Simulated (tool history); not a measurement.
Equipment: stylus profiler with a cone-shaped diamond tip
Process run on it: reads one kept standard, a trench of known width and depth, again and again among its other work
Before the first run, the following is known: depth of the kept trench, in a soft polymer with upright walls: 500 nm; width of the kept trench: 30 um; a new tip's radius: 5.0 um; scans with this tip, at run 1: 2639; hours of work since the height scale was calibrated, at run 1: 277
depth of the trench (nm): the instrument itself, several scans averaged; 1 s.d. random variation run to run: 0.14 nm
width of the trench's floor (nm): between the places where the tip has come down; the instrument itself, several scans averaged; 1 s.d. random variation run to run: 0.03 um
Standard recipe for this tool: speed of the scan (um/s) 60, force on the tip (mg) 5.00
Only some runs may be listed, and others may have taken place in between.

| run | day | speed of the scan (um/s) | force on the tip (mg) | scans with this tip | hours of work since the height scale was calibrated | depth of the trench (nm) | width of the trench's floor (nm) |
|---|---|---|---|---|---|---|---|
| 1 | 0.000 | 60 | 5.00 | 2639 | 277 | 512.48 | 25000 |
| 2 | 0.646 | 60 | 5.00 | 2704 | 284 | 512.29 | 24940 |
| 3 | 1.625 | 60 | 5.00 | 2803 | 294 | 512.64 | 24950 |
| 4 | 2.888 | 60 | 5.00 | 2931 | 308 | 512.57 | 24950 |
| 5 | 4.025 | 60 | 5.00 | 3046 | 320 | 512.64 | 25020 |
| 6 | 4.650 | 60 | 5.00 | 3109 | 326 | 512.63 | 24960 |
| 7 | 5.800 | 60 | 13.17 | 3225 | 339 | 523.72 | 25030 |
| 8 | 6.850 | 60 | 5.00 | 3332 | 350 | 512.76 | 24840 |
| 9 | 7.767 | 60 | 5.00 | 3424 | 360 | 512.59 | 24880 |
| 10 | 9.029 | 60 | 5.00 | 3552 | 373 | 512.71 | 24910 |
| 11 | 10.458 | 75 | 4.28 | 3696 | 388 | 511.57 | 24800 |
| 12 | 11.604 | 75 | 4.28 | 3812 | 400 | 511.67 | 24810 |
| 13 | 12.429 | 75 | 5.58 | 3895 | 409 | 513.79 | 24800 |
| 14 | 13.421 | 141 | 3.76 | 3996 | 420 | 510.98 | 24440 |
| 15 | 14.238 | 19 | 3.64 | 4078 | 428 | 510.60 | 24970 |
| 16 | 15.654 | 19 | 3.64 | 4221 | 443 | 510.55 | 24950 |
| 17 | 16.450 | 17 | 3.64 | 4302 | 452 | 510.71 | 24960 |
| 18 | 17.517 | 40 | 4.98 | 4410 | 463 | 512.90 | 24880 |

3 ways to go on from here, each from the tool as it stands after run 18. What would each give?
| A | 18.550 | 55 | 3.36 | 4514 | 474 | ? | ? |
| B | 18.550 | 171 | 3.05 | 4514 | 474 | ? | ? |
| C | 18.550 | 18 | 10.41 | 4514 | 474 | ? | ? |

| run | depth of the trench (nm) | width of the trench's floor (nm) |
|---|---|---|
| A | 510.19 | 24710 |
| B | 509.67 | 24170 |
| C | 520.51 | 24950 |
The same runs, with their run-to-run variation unchanged, on a tool lacking any hidden condition would have given:
| run | depth of the trench (nm) | width of the trench's floor (nm) |
|---|---|---|
| A | 509.27 | 25360 |
| B | 508.76 | 24820 |
| C | 519.57 | 25590 |
